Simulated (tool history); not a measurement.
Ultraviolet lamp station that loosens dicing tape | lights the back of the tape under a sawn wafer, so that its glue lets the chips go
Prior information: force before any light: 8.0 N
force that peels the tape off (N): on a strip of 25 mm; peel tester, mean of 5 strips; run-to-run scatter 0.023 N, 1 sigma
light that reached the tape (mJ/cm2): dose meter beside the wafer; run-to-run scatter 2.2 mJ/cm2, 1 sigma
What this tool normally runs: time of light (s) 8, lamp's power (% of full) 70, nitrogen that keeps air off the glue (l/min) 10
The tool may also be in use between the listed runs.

run,day,time of light (s),lamp's power (% of full),nitrogen that keeps air off the glue (l/min),force that peels the tape off (N),light that reached the tape (mJ/cm2)
1,0.000,8,70,10,1.566,157
# day 0.258: window cleaned of glue's vapour
2,2.329,8,78,10,1.386,169
3,5.542,8,60,10,2.090,127
4,7.338,8,60,10,2.226,126
5,9.667,8,60,10,2.134,120
6,11.758,8,60,10,2.329,121
7,15.358,8,61,10,2.249,119
8,17.608,4,61,10,4.172,54
9,21.679,4,61,12,4.367,57
10,24.871,8,88,10,1.542,157
# day 25.667: window cleaned of glue's vapour, once more
11,26.642,8,88,10,0.980,205
12,29.562,8,88,10,1.027,198
13,33.100,8,70,10,1.648,149
14,36.817,8,70,10,1.678,149
15,40.871,12,70,4,1.384,215
16,45.033,12,81,4,1.193,242
17,47.200,8,61,10,2.292,117
18,50.754,8,61,10,2.406,117
19,54.008,15,61,12,0.868,211
20,56.479,7,61,10,2.946,99
# day 57.367: window cleaned of glue's vapour
21,58.233,7,61,6,3.081,106
22,60.771,7,61,6,3.079,100
23,62.962,13,85,4,0.975,262
24,66.217,6,71,10,2.805,98
25,68.904,4,99,3,4.054,89

What if the next run were any one of these 4? Each begins from the tool's condition after run 25:
A,70.862,5,76,7,?,?
B,70.862,4,99,16,?,?
C,70.862,8,87,18,?,?
D,70.862,4,70,3,?,?

run,force that peels the tape off (N),light that reached the tape (mJ/cm2)
A,3.524,85
B,2.961,88
C,1.311,155
D,4.826,63
The same runs, with their run-to-run variation unchanged, on a tool lacking any hidden condition would have given:
run,force that peels the tape off (N),light that reached the tape (mJ/cm2)
A,2.232,133
B,1.690,138
C,0.556,245
D,3.682,99
